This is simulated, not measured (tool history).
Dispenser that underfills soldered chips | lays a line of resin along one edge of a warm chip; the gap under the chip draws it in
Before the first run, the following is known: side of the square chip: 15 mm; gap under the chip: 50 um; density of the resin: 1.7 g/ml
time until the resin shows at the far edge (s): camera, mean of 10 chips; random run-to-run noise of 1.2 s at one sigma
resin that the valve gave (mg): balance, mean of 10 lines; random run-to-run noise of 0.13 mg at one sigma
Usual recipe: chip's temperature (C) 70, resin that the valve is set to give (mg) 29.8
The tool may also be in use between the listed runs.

| run | hour | chip's temperature (C) | resin that the valve is set to give (mg) | time until the resin shows at the far edge (s) | resin that the valve gave (mg) |
|---|---|---|---|---|---|
| 1 | 0 | 70 | 29.8 | 152.6 | 29.44 |
|  | 1.1 | new syringe of resin |
| 2 | 5.9 | 70 | 29.8 | 127.8 | 29.19 |
| 3 | 11.4 | 70 | 29.8 | 145.6 | 29.27 |
|  | 16 | new syringe of resin |
| 4 | 19.5 | 70 | 29.8 | 125.4 | 29.09 |
| 5 | 26.3 | 70 | 29.8 | 138.4 | 29.02 |
|  | 31 | new syringe of resin |
| 6 | 35 | 70 | 26.4 | 130 | 25.59 |
| 7 | 38.7 | 70 | 26.4 | 141.1 | 25.71 |
| 8 | 43.8 | 70 | 26.4 | 153 | 25.59 |
|  | 46 | new syringe of resin |
| 9 | 51.1 | 70 | 31.2 | 126.7 | 30.18 |
| 10 | 60 | 70 | 29.8 | 153.5 | 28.71 |
|  | 61.1 | new syringe of resin |
| 11 | 67.7 | 70 | 29.8 | 132.1 | 28.5 |
|  | 74.5 | dispensing valve cleaned and set on the balance |
| 12 | 74.9 | 70 | 34.4 | 147.9 | 34.64 |
|  | 76.9 | new syringe of resin |
| 13 | 83.4 | 70 | 29.8 | 133.4 | 29.51 |
| 14 | 88.8 | 70 | 29.8 | 147.7 | 29.62 |
|  | 91.8 | new syringe of resin |
| 15 | 96.9 | 70 | 29.8 | 124.9 | 29.58 |
| 16 | 104.7 | 70 | 29.8 | 146 | 29.63 |
|  | 106.7 | new syringe of resin |
| 17 | 109.9 | 70 | 26.5 | 124.8 | 25.75 |
| 18 | 115.4 | 70 | 29.8 | 137.4 | 29.45 |
| 19 | 119.1 | 72 | 25.6 | 141.7 | 25.11 |
|  | 121.9 | new syringe of resin |
| 20 | 124 | 60 | 37 | 163.9 | 36.34 |
| 21 | 129.8 | 60 | 37 | 186.2 | 35.99 |
|  | 136.5 | new syringe of resin |
| 22 | 138.1 | 60 | 37 | 162.9 | 36.12 |
| 23 | 147.1 | 56 | 33.2 | 224.3 | 32.08 |
|  | 151.5 | new syringe of resin |
| 24 | 155.9 | 56 | 33.2 | 200.4 | 31.96 |
| 25 | 160.1 | 84 | 29.5 | 86.9 | 28.28 |
|  | 166.2 | new syringe of resin |
| 26 | 166.2 | 63 | 29.8 | 145.1 | 28.65 |
|  | 170.5 | dispensing valve cleaned and set on the balance |
| 27 | 176.3 | 63 | 29.8 | 171.3 | 29.56 |
|  | 181.8 | new syringe of resin |
| 28 | 184.5 | 82 | 35 | 81.1 | 34.79 |
| 29 | 192.5 | 64 | 34.5 | 167.4 | 34 |
|  | 196.6 | new syringe of resin |
| 30 | 196.6 | 64 | 34.5 | 136.9 | 33.84 |
| 31 | 201.8 | 72 | 35 | 117.6 | 34.08 |
| 32 | 210.2 | 72 | 35 | 136.7 | 34.27 |
|  | 211.6 | new syringe of resin |
| 33 | 217.8 | 57 | 33.2 | 199.5 | 32.11 |
| 34 | 223.1 | 72 | 32.2 | 133.7 | 31.42 |
|  | 226.6 | new syringe of resin |
| 35 | 230.8 | 72 | 32.2 | 113.3 | 31.14 |
| 36 | 239.1 | 55 | 32 | 245.7 | 30.84 |

Predict each of these 3 candidate next runs independently; none follows another, all start after run 36:
|  | 241.2 | new syringe of resin |
| A | 247.4 | 78 | 35.2 | ? | ? |
|  | 241.2 | new syringe of resin |
| B | 247.4 | 79 | 31.6 | ? | ? |
|  | 241.2 | new syringe of resin |
| C | 247.4 | 75 | 37.7 | ? | ? |

| run | time until the resin shows at the far edge (s) | resin that the valve gave (mg) |
|---|---|---|
| A | 98.7 | 33.72 |
| B | 95.1 | 30.39 |
| C | 106.5 | 36.18 |
With no hidden state in the tool, these same runs would have given:
| run | time until the resin shows at the far edge (s) | resin that the valve gave (mg) |
|---|---|---|
| A | 91.4 | 35.13 |
| B | 87.8 | 31.65 |
| C | 98.8 | 37.69 |
